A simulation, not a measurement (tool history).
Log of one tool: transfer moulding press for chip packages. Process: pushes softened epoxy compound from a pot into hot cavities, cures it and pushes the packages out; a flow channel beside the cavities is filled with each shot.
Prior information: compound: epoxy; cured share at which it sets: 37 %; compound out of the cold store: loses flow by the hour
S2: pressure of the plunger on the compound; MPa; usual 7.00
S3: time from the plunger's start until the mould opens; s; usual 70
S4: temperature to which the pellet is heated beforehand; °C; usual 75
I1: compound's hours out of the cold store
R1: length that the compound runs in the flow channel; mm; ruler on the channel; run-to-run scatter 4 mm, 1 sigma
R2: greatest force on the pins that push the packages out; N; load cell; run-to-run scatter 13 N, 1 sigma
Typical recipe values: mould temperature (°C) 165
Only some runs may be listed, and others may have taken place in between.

run 1 hour=0.0 | mould_temperature_(°C)=165 S2=7.00 S3=70 S4=75 | I1=11.0 | R1=644 R2=956
-- hour=20.0 cavities cleaned with cleaning compound and waxed
run 2 hour=20.7 | mould_temperature_(°C)=165 S2=7.00 S3=70 S4=75 | I1=34.6 | R1=576 R2=563
run 3 hour=35.6 | mould_temperature_(°C)=165 S2=7.00 S3=70 S4=75 | I1=30.7 | R1=577 R2=660
run 4 hour=55.7 | mould_temperature_(°C)=165 S2=7.00 S3=70 S4=75 | I1=22.7 | R1=612 R2=775
run 5 hour=69.8 | mould_temperature_(°C)=165 S2=7.00 S3=70 S4=75 | I1=37.9 | R1=556 R2=819
run 6 hour=89.7 | mould_temperature_(°C)=165 S2=7.00 S3=70 S4=75 | I1=39.5 | R1=559 R2=854
-- hour=97.8 cavities cleaned with cleaning compound and waxed
run 7 hour=107.3 | mould_temperature_(°C)=165 S2=7.00 S3=70 S4=75 | I1=43.1 | R1=543 R2=587
run 8 hour=124.7 | mould_temperature_(°C)=165 S2=7.00 S3=70 S4=75 | I1=11.8 | R1=633 R2=767
run 9 hour=139.3 | mould_temperature_(°C)=165 S2=7.00 S3=70 S4=75 | I1=39.1 | R1=550 R2=759
run 10 hour=160.5 | mould_temperature_(°C)=165 S2=5.21 S3=70 S4=75 | I1=10.8 | R1=552 R2=924
-- hour=175.5 cavities cleaned with cleaning compound and waxed
run 11 hour=184.6 | mould_temperature_(°C)=165 S2=7.00 S3=70 S4=75 | I1=23.2 | R1=599 R2=644
run 12 hour=198.9 | mould_temperature_(°C)=165 S2=6.93 S3=107 S4=75 | I1=41.4 | R1=539 R2=414
run 13 hour=217.6 | mould_temperature_(°C)=165 S2=5.82 S3=66 S4=76 | I1=35.8 | R1=519 R2=882
run 14 hour=238.8 | mould_temperature_(°C)=165 S2=7.00 S3=70 S4=83 | I1=35.9 | R1=563 R2=797
-- hour=243.3 mould's thermocouples calibrated
-- hour=255.4 cavities cleaned with cleaning compound and waxed
run 15 hour=258.7 | mould_temperature_(°C)=165 S2=7.00 S3=70 S4=83 | I1=14.6 | R1=622 R2=596
run 16 hour=285.5 | mould_temperature_(°C)=163 S2=5.76 S3=70 S4=75 | I1=16.0 | R1=564 R2=887
run 17 hour=297.2 | mould_temperature_(°C)=163 S2=5.76 S3=70 S4=75 | I1=17.0 | R1=567 R2=960
run 18 hour=323.5 | mould_temperature_(°C)=165 S2=6.50 S3=74 S4=75 | I1=29.3 | R1=553 R2=740
-- hour=326.9 mould's thermocouples calibrated, once more
-- hour=337.0 cavities cleaned with cleaning compound and waxed
run 19 hour=341.4 | mould_temperature_(°C)=165 S2=7.29 S3=84 S4=75 | I1=35.0 | R1=564 R2=443
run 20 hour=361.5 | mould_temperature_(°C)=165 S2=6.50 S3=84 S4=70 | I1=15.8 | R1=598 R2=529
run 21 hour=374.0 | mould_temperature_(°C)=165 S2=6.50 S3=84 S4=70 | I1=38.8 | R1=534 R2=566

Here are 5 independent what-if runs from the current tool condition. What would each one return?
run A hour=386.7 | mould_temperature_(°C)=169 S2=7.00 S3=68 S4=74 | I1=22.3 | R1=? R2=?
run B hour=386.7 | mould_temperature_(°C)=171 S2=5.73 S3=60 S4=70 | I1=26.0 | R1=? R2=?
run C hour=386.7 | mould_temperature_(°C)=169 S2=6.48 S3=84 S4=70 | I1=26.8 | R1=? R2=?
run D hour=386.7 | mould_temperature_(°C)=165 S2=7.00 S3=55 S4=81 | I1=11.1 | R1=? R2=?
run E hour=386.7 | mould_temperature_(°C)=164 S2=6.50 S3=77 S4=82 | I1=46.9 | R1=? R2=?

run=A R1=584 R2=729
run=B R1=513 R2=844
run=C R1=548 R2=515
run=D R1=630 R2=1668
run=E R1=507 R2=687
The same runs, with their run-to-run variation unchanged, on a tool lacking any hidden condition would have given:
run=A R1=604 R2=482
run=B R1=531 R2=557
run=C R1=567 R2=344
run=D R1=651 R2=1106
run=E R1=525 R2=457
